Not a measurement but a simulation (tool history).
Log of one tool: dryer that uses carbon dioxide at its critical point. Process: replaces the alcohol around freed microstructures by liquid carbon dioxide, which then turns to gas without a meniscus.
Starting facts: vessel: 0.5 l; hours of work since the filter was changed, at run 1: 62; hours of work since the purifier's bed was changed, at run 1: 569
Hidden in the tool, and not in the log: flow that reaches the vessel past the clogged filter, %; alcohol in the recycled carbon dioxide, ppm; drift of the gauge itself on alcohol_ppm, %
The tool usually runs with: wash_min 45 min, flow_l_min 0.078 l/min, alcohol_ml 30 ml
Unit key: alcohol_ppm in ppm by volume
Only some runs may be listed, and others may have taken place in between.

run,day,wash_min,flow_l_min,alcohol_ml,hours of work since the filter was changed,hours of work since the purifier's bed was changed,alcohol_ppm
1,0,45,0.078,30,62,569,338
2,1.138,45,0.078,30,75,581,337
3,2.038,45,0.078,30,85,591,339
4,2.962,45,0.078,60,95,601,584
5,3.912,45,0.078,30,105,612,355
6,4.638,45,0.078,30,113,620,354
7,5.808,45,0.0498,30,126,633,1995
8,7.017,45,0.0498,30,140,646,2007
9,7.812,45,0.0498,30,148,655,2079
10,9.083,45,0.0498,30,163,669,2041
11,10.104,45,0.0498,30,174,680,2127
12,11.458,45,0.0498,30,189,695,2095
13,12.696,51,0.0498,30,202,709,1451
14,13.454,51,0.0522,30,211,717,1178
15,14.542,51,0.0522,30,223,729,1238
16,15.592,28,0.1248,30,235,741,435
17,17.042,69,0.0586,26,251,757,244
18,18.254,59,0.0559,83,264,770,1352
19,18.967,45,0.078,55,272,778,721
20,20.017,37,0.0531,26,283,790,3004
21,21.183,46,0.1271,71,296,803,137
22,22.483,70,0.0936,26,311,817,132
23,23.4,56,0.078,30,321,827,225

Run 24 is up next; what results do you expect?
24,24.321,62,0.078,20,331,837,?

Run 24 yielded alcohol_ppm 154 ppm by volume.
If the tool had no hidden condition, the same run with the same run-to-run variation would have returned alcohol_ppm 19 ppm by volume.
